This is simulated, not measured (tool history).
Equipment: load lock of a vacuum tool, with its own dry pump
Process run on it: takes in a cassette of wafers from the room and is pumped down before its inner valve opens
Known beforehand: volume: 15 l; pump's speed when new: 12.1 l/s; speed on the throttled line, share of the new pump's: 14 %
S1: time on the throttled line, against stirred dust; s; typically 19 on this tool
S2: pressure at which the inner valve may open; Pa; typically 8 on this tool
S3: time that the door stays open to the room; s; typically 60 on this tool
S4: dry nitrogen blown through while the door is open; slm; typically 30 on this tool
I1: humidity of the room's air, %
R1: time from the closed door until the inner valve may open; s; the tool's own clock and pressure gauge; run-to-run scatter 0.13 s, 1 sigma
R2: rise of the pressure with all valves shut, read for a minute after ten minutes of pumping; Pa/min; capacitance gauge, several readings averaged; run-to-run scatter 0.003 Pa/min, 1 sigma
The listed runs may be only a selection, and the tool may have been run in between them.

run 1 hour=0.0 | S1=19 S2=8 S3=60 S4=30 | I1=43.4 | R1=28.3 R2=0.025
run 2 hour=69.0 | S1=19 S2=8 S3=60 S4=30 | I1=45.7 | R1=28.4 R2=0.026
run 3 hour=149.7 | S1=19 S2=8 S3=60 S4=30 | I1=47.0 | R1=28.1 R2=0.030
run 4 hour=235.7 | S1=19 S2=8 S3=60 S4=30 | I1=45.5 | R1=28.3 R2=0.022
run 5 hour=290.3 | S1=19 S2=8 S3=60 S4=30 | I1=43.3 | R1=28.2 R2=0.027
run 6 hour=352.6 | S1=19 S2=8 S3=60 S4=10 | I1=46.6 | R1=28.2 R2=0.045
run 7 hour=426.9 | S1=19 S2=8 S3=28 S4=30 | I1=45.8 | R1=28.2 R2=0.022
run 8 hour=474.2 | S1=19 S2=8 S3=28 S4=30 | I1=46.2 | R1=28.1 R2=0.019
run 9 hour=526.1 | S1=19 S2=8 S3=28 S4=30 | I1=44.7 | R1=28.2 R2=0.023
run 10 hour=584.0 | S1=19 S2=8 S3=28 S4=30 | I1=41.9 | R1=28.2 R2=0.019
run 11 hour=628.4 | S1=19 S2=8 S3=60 S4=30 | I1=47.3 | R1=28.3 R2=0.026
run 12 hour=676.1 | S1=19 S2=8 S3=60 S4=30 | I1=45.3 | R1=28.2 R2=0.030
run 13 hour=718.7 | S1=12 S2=8 S3=58 S4=30 | I1=43.5 | R1=22.0 R2=0.023
run 14 hour=809.9 | S1=12 S2=8 S3=58 S4=30 | I1=47.0 | R1=22.0 R2=0.028
run 15 hour=891.2 | S1=12 S2=6 S3=32 S4=15 | I1=47.9 | R1=22.5 R2=0.029
run 16 hour=963.0 | S1=14 S2=11 S3=49 S4=4 | I1=44.1 | R1=23.6 R2=0.052
run 17 hour=1057.6 | S1=25 S2=14 S3=54 S4=11 | I1=45.4 | R1=32.6 R2=0.040
run 18 hour=1121.3 | S1=25 S2=14 S3=54 S4=11 | I1=41.9 | R1=32.4 R2=0.035
run 19 hour=1198.3 | S1=13 S2=8 S3=44 S4=11 | I1=46.8 | R1=23.0 R2=0.037
run 20 hour=1278.7 | S1=13 S2=8 S3=44 S4=11 | I1=44.1 | R1=23.3 R2=0.034
run 21 hour=1367.8 | S1=19 S2=13 S3=60 S4=10 | I1=45.3 | R1=27.5 R2=0.044
run 22 hour=1426.1 | S1=19 S2=13 S3=60 S4=10 | I1=49.5 | R1=27.7 R2=0.046
run 23 hour=1471.1 | S1=19 S2=13 S3=60 S4=10 | I1=45.5 | R1=27.6 R2=0.047

What if the next run were any one of these 3? Each begins from the tool's condition after run 23:
run A hour=1523.5 | S1=31 S2=9 S3=38 S4=30 | I1=43.6 | R1=? R2=?
run B hour=1523.5 | S1=27 S2=8 S3=60 S4=16 | I1=47.1 | R1=? R2=?
run C hour=1523.5 | S1=34 S2=11 S3=33 S4=10 | I1=44.7 | R1=? R2=?

run=A R1=38.4 R2=0.021
run=B R1=35.3 R2=0.038
run=C R1=40.7 R2=0.038
Without the tool's hidden state the same runs would have given:
run=A R1=38.4 R2=0.021
run=B R1=35.3 R2=0.038
run=C R1=40.7 R2=0.037

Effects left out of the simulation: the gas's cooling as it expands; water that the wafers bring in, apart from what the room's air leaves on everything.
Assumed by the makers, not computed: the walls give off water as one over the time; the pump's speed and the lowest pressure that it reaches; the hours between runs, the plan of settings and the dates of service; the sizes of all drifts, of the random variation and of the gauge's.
